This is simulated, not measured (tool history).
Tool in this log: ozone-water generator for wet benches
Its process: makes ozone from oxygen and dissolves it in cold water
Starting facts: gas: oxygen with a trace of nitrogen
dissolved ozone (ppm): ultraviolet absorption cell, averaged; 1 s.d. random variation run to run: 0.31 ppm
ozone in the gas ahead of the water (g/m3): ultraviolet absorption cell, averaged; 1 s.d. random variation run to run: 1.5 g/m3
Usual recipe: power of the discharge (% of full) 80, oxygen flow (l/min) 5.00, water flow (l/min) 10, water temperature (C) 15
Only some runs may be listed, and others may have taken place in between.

run	hour	power of the discharge (% of full)	oxygen flow (l/min)	water flow (l/min)	water temperature (C)	dissolved ozone (ppm)	ozone in the gas ahead of the water (g/m3)
1	0.0	80	5.00	10	15	42.1	249.5
2	170.7	80	5.00	10	15	42.6	248.5
3	354.6	80	5.00	9	15	45.1	249.0
4	446.4	46	5.00	10	15	26.4	157.3
5	563.2	46	3.71	10	15	25.3	172.5
6	705.3	46	3.71	10	15	25.7	170.7
7	804.7	80	5.00	10	13	43.5	245.9
8	1013.3	58	5.00	10	15	32.1	188.2
9	1205.9	58	5.00	10	15	31.4	186.7
# hour 1215.7: water thermometer calibrated
10	1365.6	58	7.15	10	15	31.8	167.1
11	1515.3	58	7.15	10	22	27.4	167.1
12	1640.8	80	5.00	10	15	40.2	240.2
13	1837.8	80	5.00	10	15	40.1	238.8
# hour 1974.1: electrodes of the discharge changed
14	2053.1	80	5.00	10	15	47.1	285.4
# hour 2109.6: water thermometer calibrated, once more
15	2160.0	90	5.00	10	15	52.0	313.2
16	2267.0	83	5.00	10	15	48.4	287.7
17	2470.5	42	5.00	7	15	32.3	154.7
18	2679.6	42	5.00	7	15	32.2	154.7
# hour 2791.5: contactor cleaned
19	2855.1	70	4.59	11	15	39.3	253.0
20	3052.6	89	8.89	11	15	50.6	254.8
21	3187.8	81	3.17	11	16	40.4	322.1
22	3369.1	77	5.00	10	9	50.6	269.0
23	3574.9	77	5.00	10	9	50.8	264.6
24	3697.1	42	5.00	10	18	24.8	152.9
25	3787.8	42	5.00	10	18	24.4	153.8
26	3992.3	42	5.00	10	18	24.4	152.1
27	4092.1	64	4.15	10	15	37.1	236.2
28	4228.6	51	4.19	10	19	28.0	190.9
29	4345.8	51	4.84	10	14	31.2	183.5
30	4434.6	51	4.84	10	14	31.2	182.1
31	4554.1	51	4.73	10	14	31.0	184.2
32	4724.0	90	5.00	10	15	50.5	301.4

How would selected steps in dissolved ozone (ppm) from run to run divide? Give the signed amount a tool lacking its hidden state would still show from settings, what came in and random variation, and the signed amount left for the hidden state, including any gauge scatter that is not in both of the compared results.
Unlogged tool condition in this case: yield of the discharge, % of new electrodes'; contactor's efficiency, % of a clean one's; true water temperature over the reading, C; drift of the gauge itself on ozone_ppm, %; drift of the gauge itself on gas_g_m3, %.
Run 3 -> 4: power of the discharge (% of full) 80 -> 46, water flow (l/min) 9 -> 10. dissolved ozone (ppm) -18.7: hidden state +4.8, all else -23.5.
Run 6 -> 7: power of the discharge (% of full) 46 -> 80, oxygen flow (l/min) 3.71 -> 5.00, water temperature (C) 15 -> 13. dissolved ozone (ppm) +17.8: hidden state -5.2, all else +23.0.
Run 13 -> 14: electrodes of the discharge changed. dissolved ozone (ppm) +7.0: hidden state +7.3, all else -0.3.
Run 23 -> 24: power of the discharge (% of full) 77 -> 42, water temperature (C) 9 -> 18. dissolved ozone (ppm) -26.0: hidden state +1.4, all else -27.4.
Run 31 -> 32: power of the discharge (% of full) 51 -> 90, oxygen flow (l/min) 4.73 -> 5.00, water temperature (C) 14 -> 15. dissolved ozone (ppm) +19.5: hidden state -2.6, all else +22.1.
